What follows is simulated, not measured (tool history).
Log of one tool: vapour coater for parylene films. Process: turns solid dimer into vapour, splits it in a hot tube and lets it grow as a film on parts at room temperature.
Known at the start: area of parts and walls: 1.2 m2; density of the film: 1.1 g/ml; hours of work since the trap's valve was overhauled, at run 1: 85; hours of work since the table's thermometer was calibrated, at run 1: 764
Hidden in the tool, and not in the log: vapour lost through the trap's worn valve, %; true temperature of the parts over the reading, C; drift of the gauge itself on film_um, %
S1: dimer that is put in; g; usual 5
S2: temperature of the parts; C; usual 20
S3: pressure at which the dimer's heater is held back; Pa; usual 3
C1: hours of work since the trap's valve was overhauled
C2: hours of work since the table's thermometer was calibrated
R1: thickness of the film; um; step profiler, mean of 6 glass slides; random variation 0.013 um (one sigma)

Run 1, hour 0: usual settings; C1 85; C2 764. Result: R1 1.85 um.
Run 2, hour 37.6: usual settings but S1 3 g; C1 106; C2 785. Result: R1 1.11 um.
Run 3, hour 61: usual settings but S1 3 g; C1 120; C2 799. Result: R1 1.12 um.
Run 4, hour 79.3: usual settings but S3 3.4 Pa; C1 130; C2 809. Result: R1 1.81 um.
Run 5, hour 102.7: usual settings but S3 3.4 Pa; C1 143; C2 823. Result: R1 1.78 um.
Run 6, hour 142.5: usual settings but S3 4.9 Pa; C1 166; C2 845. Result: R1 1.71 um.
Run 7, hour 174.7: usual settings; C1 185; C2 864. Result: R1 1.82 um.
Run 8, hour 212.1: usual settings; C1 206; C2 885. Result: R1 1.79 um.
Run 9, hour 231.1: usual settings; C1 217; C2 896. Result: R1 1.8 um.
Run 10, hour 255.5: usual settings; C1 231; C2 910. Result: R1 1.78 um.
Run 11, hour 284.6: usual settings; C1 248; C2 927. Result: R1 1.77 um.
Run 12, hour 307.1: usual settings; C1 260; C2 940. Result: R1 1.79 um.
Run 13, hour 345.4: usual settings; C1 282; C2 962. Result: R1 1.76 um.
Run 14, hour 381.2: usual settings but S3 5.4 Pa; C1 303; C2 982. Result: R1 1.64 um.
Run 15, hour 419.7: usual settings but S3 5.4 Pa; C1 325; C2 1004. Result: R1 1.64 um.
Run 16, hour 453.3: usual settings but S3 5.4 Pa; C1 344; C2 1023. Result: R1 1.63 um.
Run 17, hour 492.8: usual settings; C1 367; C2 1046. Result: R1 1.73 um.
Run 18, hour 534.9: usual settings; C1 391; C2 1070. Result: R1 1.72 um.
Run 19, hour 573.3: usual settings but S1 3 g, S3 7.31 Pa; C1 413; C2 1092. Result: R1 0.91 um.
Run 20, hour 601: usual settings but S1 6 g, S2 22 C, S3 11.55 Pa; C1 429; C2 1108. Result: R1 1.6 um.
Run 21, hour 636.3: usual settings but S1 3 g, S2 19 C, S3 2.18 Pa; C1 449; C2 1128. Result: R1 1.11 um.
Run 22, hour 675.1: usual settings but S1 3 g, S2 17 C, S3 3.48 Pa; C1 471; C2 1150. Result: R1 1.11 um.
Run 23, hour 701.6: usual settings but S1 3 g, S2 17 C, S3 3.48 Pa; C1 486; C2 1165. Result: R1 1.13 um.
Run 24, hour 730: usual settings but S2 17 C, S3 3.48 Pa; C1 503; C2 1182. Result: R1 1.89 um.
Run 25, hour 756.7: usual settings but S1 7 g, S2 26 C; C1 518; C2 1197. Result: R1 1.78 um.
Run 26, hour 789.1: usual settings but S1 7 g, S2 26 C; C1 536; C2 1216. Result: R1 1.76 um.
Run 27, hour 812.8: usual settings but S1 7 g, S2 26 C; C1 550; C2 1229. Result: R1 1.77 um.
Run 28, hour 854.5: usual settings but S2 13 C, S3 2.6 Pa; C1 574; C2 1253. Result: R1 2.3 um.
Run 29, hour 882.9: usual settings but S1 4 g, S2 19 C; C1 590; C2 1269. Result: R1 1.39 um.
At hour 889.3: trap's valve overhauled.
Run 30, hour 926.8: usual settings but S1 4 g, S2 19 C, S3 8.14 Pa; C1 21; C2 1292. Result: R1 1.37 um.
Run 31, hour 961.7: usual settings but S1 6 g, S2 32 C, S3 2.42 Pa; C1 41; C2 1312. Result: R1 1.33 um.
Run 32, hour 988.4: usual settings but S1 3 g, S2 16 C, S3 3.14 Pa; C1 57; C2 1327. Result: R1 1.32 um.
Run 33, hour 1021.2: usual settings but S1 3 g, S2 16 C, S3 3.14 Pa; C1 76; C2 1346. Result: R1 1.3 um.
Run 34, hour 1045.6: usual settings but S1 2 g, S2 25 C, S3 3.15 Pa; C1 90; C2 1360. Result: R1 0.59 um.
Run 35, hour 1087.7: usual settings but S1 2 g, S2 17 C, S3 3.15 Pa; C1 114; C2 1384. Result: R1 0.84 um.
Run 36, hour 1113.4: usual settings but S1 2 g, S2 28 C, S3 2.32 Pa; C1 128; C2 1399. Result: R1 0.53 um.

How the hidden state differs across the entries between the runs, from the last listed run before each to the first after it:
Between runs 29 and 30: trap's valve overhauled (hour 889.3)
  vapour lost through the trap's worn valve, %: 12.4 -> 0.5; true temperature of the parts over the reading, C: 0.42 -> 0.43
  measured less the result without the state, R1: -0.23 -> -0.03 um
